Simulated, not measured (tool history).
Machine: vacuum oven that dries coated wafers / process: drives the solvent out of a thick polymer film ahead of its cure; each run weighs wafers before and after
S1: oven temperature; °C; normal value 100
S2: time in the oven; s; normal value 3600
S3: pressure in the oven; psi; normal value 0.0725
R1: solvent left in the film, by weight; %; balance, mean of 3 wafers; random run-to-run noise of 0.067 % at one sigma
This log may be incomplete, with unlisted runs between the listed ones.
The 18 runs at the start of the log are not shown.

run,hour,S1,S2,S3,R1
19,313.5,100,3600,0.0725,4.15
20,337.7,100,3600,0.0725,4.21
21,360,100,3600,0.0725,4.12
22,373,100,3600,0.0725,4.18
23,391.3,100,3600,0.0725,4.19
# hour 396.5: vacuum gauge cleaned of residue and calibrated, once more
24,405.8,100,6360,0.0725,1.45
25,426.8,89,6360,0.1282,5.26
26,438,108,6360,0.1282,0.51
27,460.5,100,4800,0.0747,2.62
28,475.4,100,4800,0.0747,2.57
29,493.9,108,4800,0.0747,0.83
30,506.9,108,4800,0.0747,0.9
31,529.9,99,2520,0.0917,6.66
32,545.2,99,2520,0.0917,6.7
33,567.6,96,4860,0.0595,3.8
34,578.8,96,4860,0.0783,3.79
35,597.7,96,4860,0.0783,3.85
36,618.3,96,4860,0.0783,3.89
37,640.2,96,4860,0.0511,3.87
38,664.1,96,4860,0.0511,3.83
39,679.2,100,2160,0.0725,7.19
40,691.8,101,2280,0.106,6.47
41,709.6,101,2280,0.106,6.38

What does the tool deliver on the next run?
42,723.3,100,3720,0.0377,?

Run 42 came out at R1 3.81 %.
Were there no unlogged condition in the tool, this run, its random variation unchanged, would have produced R1 4.27 %.
